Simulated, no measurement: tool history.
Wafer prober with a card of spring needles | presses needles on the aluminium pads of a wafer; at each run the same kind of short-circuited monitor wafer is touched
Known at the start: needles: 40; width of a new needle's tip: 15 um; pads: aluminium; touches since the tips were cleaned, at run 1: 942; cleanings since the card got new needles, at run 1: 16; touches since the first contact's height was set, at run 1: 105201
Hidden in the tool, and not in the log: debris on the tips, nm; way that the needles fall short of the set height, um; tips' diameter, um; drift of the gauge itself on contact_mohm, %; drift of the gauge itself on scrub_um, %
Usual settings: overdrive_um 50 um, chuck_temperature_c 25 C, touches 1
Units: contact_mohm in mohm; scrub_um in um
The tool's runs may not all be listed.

run	day	overdrive_um	chuck_temperature_c	touches	touches since the tips were cleaned	cleanings since the card got new needles	touches since the first contact's height was set	contact_mohm	scrub_um
1	0.000	50	25	1	942	16	105201	263	7.70
2	0.300	50	25	1	4376	16	108635	300	7.82
# day 0.429: tips cleaned on abrasive film
3	0.717	50	25	1	3341	17	113413	291	7.76
# day 0.938: tips cleaned on abrasive film
4	1.083	40	25	1	1694	18	117574	315	6.17
5	1.400	40	25	1	5341	18	121221	354	6.19
# day 1.454: tips cleaned on abrasive film
6	1.717	40	25	1	3036	19	124819	330	6.11
# day 1.954: tips cleaned on abrasive film
7	2.154	38	25	1	2293	20	129815	332	5.79
8	2.425	38	25	1	5409	20	132931	366	5.82
# day 2.462: tips cleaned on abrasive film
9	2.729	38	25	1	3040	21	136374	344	5.82
# day 2.958: tips cleaned on abrasive film
10	2.996	50	25	1	411	22	139405	243	7.70

Forecast run 11:
11	3.396	39	25	1	5020	22	144014	?	?

{"run 11": {"contact_mohm": 365, "scrub_um": 5.96}}
Without the tool's hidden state the same run would have given contact_mohm 222 mohm, scrub_um 6.17 um.
